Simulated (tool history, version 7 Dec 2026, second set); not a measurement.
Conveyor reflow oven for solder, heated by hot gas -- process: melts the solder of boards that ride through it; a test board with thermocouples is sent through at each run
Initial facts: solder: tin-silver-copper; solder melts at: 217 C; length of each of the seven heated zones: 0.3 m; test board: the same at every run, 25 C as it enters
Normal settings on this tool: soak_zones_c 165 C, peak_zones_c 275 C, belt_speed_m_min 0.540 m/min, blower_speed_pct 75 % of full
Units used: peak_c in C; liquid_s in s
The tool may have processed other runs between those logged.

run     day  soak_zones_c  peak_zones_c  belt_speed_m_min  blower_speed_pct  peak_c  liquid_s
  1   0.000           165           275             0.540                75   263.6      54.2
  2   1.450           177           275             0.540                75   266.5      58.9
  3   2.450           165           275             0.540                86   265.6      54.8
  4   3.946           165           275             0.540                86   265.0      55.3
  5   4.812           165           275             0.540                86   266.2      55.3
  6   6.246           165           275             0.540                86   265.2      54.8
  7   7.383           165           275             0.540                86   264.1      54.8
  8   8.608           165           275             0.547                86   264.6      54.2
  9   9.929           165           275             0.547                86   264.3      54.0
 10  11.196           165           275             0.578                75   260.8      49.3
 11  12.229           165           275             0.578                75   261.5      49.1
     12.917  -- thermocouples of zones 6 and 7 changed
 12  13.442           165           275             0.578                75   258.4      47.9
 13  14.417           165           275             0.439                75   265.8      70.2
 14  15.842           165           276             0.540                75   261.7      53.4
 15  16.717           165           276             0.540                75   261.3      52.8
 16  17.771           178           275             0.540                75   261.9      56.6
 17  19.017           178           275             0.540                75   261.4      57.4
     19.925  -- flux residue cleaned out of gas plates and filters
 18  20.100           178           263             0.540                55   251.9      52.5
 19  21.079           165           275             0.540                85   265.5      55.5
 20  22.550           165           277             0.515                85   268.6      59.8
 21  23.654           168           277             0.515                50   265.0      58.1
 22  24.829           168           277             0.515                50   264.1      59.0
 23  25.954           160           273             0.540                75   261.6      52.5
 24  26.621           171           284             0.540                65   271.6      59.4
 25  27.312           171           284             0.540                65   272.0      59.7
 26  28.654           171           284             0.540                65   272.0      59.6
 27  29.571           157           275             0.540                86   264.5      53.2
 28  30.492           165           267             0.540                55   254.2      48.8
 29  31.129           165           267             0.540                55   253.1      49.2
 30  31.754           165           267             0.540                55   253.7      49.9
 31  33.038           176           275             0.540                67   264.1      57.9
 32  33.750           161           275             0.544                67   261.9      52.7

For each run, the measured value with the value that run would have given without the tool's hidden condition subtracted. The run-to-run variation is shared by both, the gauge scatter possibly not:
Hidden state present: heat that the gas passes to the board, % of a clean oven's; belt's true speed, % of the reading; true gas temperature in zones 6 and 7 over the reading, C; drift of the gauge itself on peak_c, C; drift of the gauge itself on liquid_s, %.
run  peak_c  liquid_s
  1    +0.4      -0.2
  2    +0.7      +0.1
  3    +0.3      -0.3
  4    +0.2      -0.4
  5    +0.2      -0.4
  6    +0.1      -0.4
  7    +0.0      -0.5
  8    -0.1      -0.5
  9    -0.2      -0.6
 10    -0.6      -0.8
 11    -0.6      -0.9
 12    -3.7      -2.3
 13    -2.3      -1.6
 14    -3.5      -2.2
 15    -3.5      -2.2
 16    -3.0      -1.6
 17    -3.1      -1.6
 18    +0.5      +0.4
 19    +0.4      +0.3
 20    +0.3      +0.3
 21    +0.4      +0.3
 22    +0.3      +0.3
 23    +0.1      +0.1
 24    +0.1      +0.2
 25    +0.1      +0.2
 26    +0.1      +0.2
 27    -0.1      -0.1
 28    +0.0      -0.1
 29    -0.1      -0.1
 30    +0.0      -0.1
 31    +0.0      +0.0
 32    -0.3      -0.2
